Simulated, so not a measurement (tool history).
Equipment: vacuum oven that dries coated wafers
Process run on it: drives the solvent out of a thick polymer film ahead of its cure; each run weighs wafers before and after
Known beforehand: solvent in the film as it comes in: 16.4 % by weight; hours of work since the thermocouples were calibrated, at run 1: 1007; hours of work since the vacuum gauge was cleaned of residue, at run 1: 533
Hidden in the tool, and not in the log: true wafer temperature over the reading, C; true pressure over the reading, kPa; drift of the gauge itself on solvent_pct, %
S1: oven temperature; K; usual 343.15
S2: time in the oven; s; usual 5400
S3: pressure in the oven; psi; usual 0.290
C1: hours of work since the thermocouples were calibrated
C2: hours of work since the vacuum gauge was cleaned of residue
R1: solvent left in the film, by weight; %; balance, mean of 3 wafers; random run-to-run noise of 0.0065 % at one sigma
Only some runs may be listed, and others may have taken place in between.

run	hour	S1	S2	S3	C1	C2	R1
1	0.0	343.15	5400	0.290	1007	533	1.026
2	51.1	338.15	5400	0.290	1032	558	1.518
3	116.6	338.15	5400	0.290	1065	591	1.522
# hour 123.5: oven's thermocouples calibrated
4	173.6	353.15	5400	0.290	25	619	0.595
5	262.4	353.15	5400	0.290	69	663	0.589
6	316.6	350.15	5400	0.290	97	690	0.720
7	381.0	350.15	5400	0.290	129	722	0.724
8	461.6	350.15	5400	0.171	169	763	0.510
9	528.3	343.15	5400	0.290	202	796	1.217
10	613.8	343.15	5400	0.290	245	839	1.211
11	731.3	343.15	5400	0.290	304	897	1.200
12	787.6	343.15	5400	0.290	332	926	1.205
13	838.9	343.15	5400	0.290	358	951	1.211
14	949.6	343.15	5400	0.290	413	1006	1.199
15	1048.9	343.15	9120	0.290	463	1056	0.810
16	1167.4	343.15	9120	0.290	522	1115	0.818
17	1237.5	343.15	9120	0.290	557	1150	0.820
18	1345.7	330.15	6300	0.438	611	1205	3.272
19	1412.6	330.15	6300	0.438	645	1238	3.258
20	1461.2	330.15	6300	0.438	669	1262	3.245
21	1573.1	330.15	6300	0.438	725	1318	3.223
22	1656.9	356.15	6180	0.167	767	1360	0.300
23	1731.2	343.15	6420	0.393	804	1397	1.223
24	1835.3	343.15	6420	0.393	856	1449	1.218
25	1910.3	333.15	5520	0.161	893	1487	1.986
26	2025.9	347.15	5520	0.902	951	1545	2.060
27	2122.6	343.15	5400	0.656	1000	1593	2.005
28	2201.8	343.15	5400	0.656	1039	1633	1.999
# hour 2264.3: oven's thermocouples calibrated
29	2291.5	343.15	5400	0.235	14	1676	1.111
30	2409.5	343.15	5400	0.235	73	1735	1.109
31	2460.2	349.15	4920	0.174	98	1761	0.657
32	2545.3	333.15	7620	0.174	140	1803	1.406

3 options for the next run, each taken on its own from the tool as it stands now. Forecast them:
A	2603.1	346.15	4740	0.479	169	1832	?
B	2603.1	341.15	5400	0.441	169	1832	?
C	2603.1	335.15	5400	0.290	169	1832	?

run	R1
A	1.544
B	1.825
C	2.286
With the hidden condition removed and each run's random variation left untouched, the same runs would have given:
run	R1
A	1.488
B	1.755
C	2.201
